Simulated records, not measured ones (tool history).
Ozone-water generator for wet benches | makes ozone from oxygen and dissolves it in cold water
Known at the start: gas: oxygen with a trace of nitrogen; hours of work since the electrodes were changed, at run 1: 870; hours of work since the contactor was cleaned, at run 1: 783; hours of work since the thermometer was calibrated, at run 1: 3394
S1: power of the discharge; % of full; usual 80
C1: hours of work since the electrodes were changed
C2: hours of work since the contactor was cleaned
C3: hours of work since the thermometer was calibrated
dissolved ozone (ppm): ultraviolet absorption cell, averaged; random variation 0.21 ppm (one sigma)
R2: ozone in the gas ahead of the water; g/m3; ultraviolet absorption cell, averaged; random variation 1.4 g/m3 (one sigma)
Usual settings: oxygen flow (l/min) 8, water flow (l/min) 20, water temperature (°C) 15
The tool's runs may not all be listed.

run 1 hour=0 | S1=80 oxygen_flow_(l/min)=8 water_flow_(l/min)=20 water_temperature_(°C)=15 | C1=870 C2=783 C3=3394 | dissolved_ozone_(ppm)=30.3 R2=250.4
run 2 hour=37.8 | S1=80 oxygen_flow_(l/min)=8 water_flow_(l/min)=20 water_temperature_(°C)=15 | C1=904 C2=817 C3=3428 | dissolved_ozone_(ppm)=29.9 R2=249.4
run 3 hour=58.5 | S1=80 oxygen_flow_(l/min)=8 water_flow_(l/min)=20 water_temperature_(°C)=15 | C1=923 C2=835 C3=3447 | dissolved_ozone_(ppm)=29.9 R2=247.6
run 4 hour=94.8 | S1=80 oxygen_flow_(l/min)=8 water_flow_(l/min)=20 water_temperature_(°C)=15 | C1=955 C2=868 C3=3479 | dissolved_ozone_(ppm)=29.6 R2=249.2
run 5 hour=120.4 | S1=80 oxygen_flow_(l/min)=8 water_flow_(l/min)=20 water_temperature_(°C)=15 | C1=978 C2=891 C3=3502 | dissolved_ozone_(ppm)=29.7 R2=249.8
run 6 hour=136.6 | S1=53 oxygen_flow_(l/min)=8 water_flow_(l/min)=20 water_temperature_(°C)=15 | C1=993 C2=906 C3=3517 | dissolved_ozone_(ppm)=21.3 R2=179.7
run 7 hour=152.3 | S1=80 oxygen_flow_(l/min)=8 water_flow_(l/min)=20 water_temperature_(°C)=15 | C1=1007 C2=920 C3=3531 | dissolved_ozone_(ppm)=29.6 R2=247.3
run 8 hour=182 | S1=46 oxygen_flow_(l/min)=8 water_flow_(l/min)=20 water_temperature_(°C)=15 | C1=1034 C2=947 C3=3558 | dissolved_ozone_(ppm)=19.1 R2=158.4
run 9 hour=216.6 | S1=46 oxygen_flow_(l/min)=8 water_flow_(l/min)=20 water_temperature_(°C)=15 | C1=1065 C2=978 C3=3589 | dissolved_ozone_(ppm)=18.9 R2=157.4
run 10 hour=233.1 | S1=46 oxygen_flow_(l/min)=8 water_flow_(l/min)=20 water_temperature_(°C)=15 | C1=1080 C2=993 C3=3604 | dissolved_ozone_(ppm)=19.2 R2=159.2

Run 11 comes next. What will it give?
run 11 hour=270.2 | S1=45 oxygen_flow_(l/min)=4.48 water_flow_(l/min)=20 water_temperature_(°C)=15 | C1=1113 C2=1026 C3=3637 | dissolved_ozone_(ppm)=? R2=?

Run 11 gave dissolved ozone (ppm) 20, R2 227.5 g/m3.
Without the tool's hidden state the same run would have given dissolved ozone (ppm) 21, R2 233.2 g/m3.
